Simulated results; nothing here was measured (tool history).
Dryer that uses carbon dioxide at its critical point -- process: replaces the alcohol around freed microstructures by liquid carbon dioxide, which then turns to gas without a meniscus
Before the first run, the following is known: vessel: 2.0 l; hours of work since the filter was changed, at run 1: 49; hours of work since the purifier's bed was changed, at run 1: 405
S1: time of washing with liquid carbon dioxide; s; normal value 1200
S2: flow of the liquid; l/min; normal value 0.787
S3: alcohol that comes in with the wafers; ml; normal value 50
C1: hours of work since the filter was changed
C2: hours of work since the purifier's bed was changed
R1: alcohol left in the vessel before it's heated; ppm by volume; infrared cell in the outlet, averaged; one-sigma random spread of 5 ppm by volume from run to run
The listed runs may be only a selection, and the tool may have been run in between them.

run,hour,S1,S2,S3,C1,C2,R1
1,0.0,1200,0.787,50,49,405,124
2,17.3,1200,0.787,100,63,418,168
3,28.3,1200,0.787,24,71,427,98
4,39.2,1200,0.787,24,80,435,113
5,47.9,1200,0.584,50,86,442,313
6,58.0,1200,0.584,50,94,450,321
7,71.0,1200,0.584,50,104,460,342
8,85.5,1200,0.584,50,115,471,361
9,97.4,1200,0.584,50,125,480,369
10,106.2,1200,0.787,50,131,487,145
11,117.4,1200,0.787,106,140,496,204
12,129.4,1200,0.787,106,149,505,218
13,144.3,1200,0.787,50,161,517,169
14,157.1,1200,0.787,50,171,527,171
15,172.7,1200,0.986,50,183,539,138
16,184.6,1200,0.750,50,192,548,214
17,196.0,1200,0.787,24,201,557,150
18,204.7,1200,0.787,50,208,563,195
19,222.7,1200,0.787,50,222,577,204
# hour 226.4: inlet filter changed
20,239.4,1500,1.312,50,10,590,132
21,257.3,1860,0.591,29,24,603,136
22,274.0,1860,0.591,29,37,616,139
23,292.5,1860,0.591,29,51,631,135
24,302.4,1320,1.305,50,59,638,139
25,311.5,1860,1.211,120,66,646,140
26,323.5,1860,1.211,120,75,655,133
27,339.7,1080,0.787,50,88,667,222
28,351.9,1080,0.787,50,97,677,219
29,368.0,1080,0.787,50,110,689,228
30,381.2,1080,0.616,36,120,700,402
31,393.9,900,1.244,61,130,709,176
32,408.1,1800,0.938,104,141,720,149
33,421.3,1200,0.831,96,151,731,234
34,433.9,1020,1.272,96,161,740,174
35,449.2,1860,0.787,50,173,752,162
36,457.4,1800,0.919,63,179,759,163
37,474.9,960,0.549,39,193,772,1015
38,491.0,1200,1.184,58,205,785,172

How would selected steps in R1 from run to run divide? Give the signed amount a tool lacking its hidden state would still show from settings, what came in and random variation, and the signed amount left for the hidden state, including any gauge scatter that is not in both of the compared results.
What the log doesn't record here: flow that reaches the vessel past the clogged filter, %; alcohol in the recycled carbon dioxide, ppm; drift of the gauge itself on alcohol_ppm, %.
Run 30 -> 31: S1 1080 -> 900, S2 0.616 -> 1.244, S3 36 -> 61. R1 -226 ppm by volume: hidden state -81, all else -145.
Run 36 -> 37: S1 1800 -> 960, S2 0.919 -> 0.549, S3 63 -> 39. R1 +852 ppm by volume: hidden state +382, all else +470.
Run 37 -> 38: S1 960 -> 1200, S2 0.549 -> 1.184, S3 39 -> 58. R1 -843 ppm by volume: hidden state -377, all else -466.
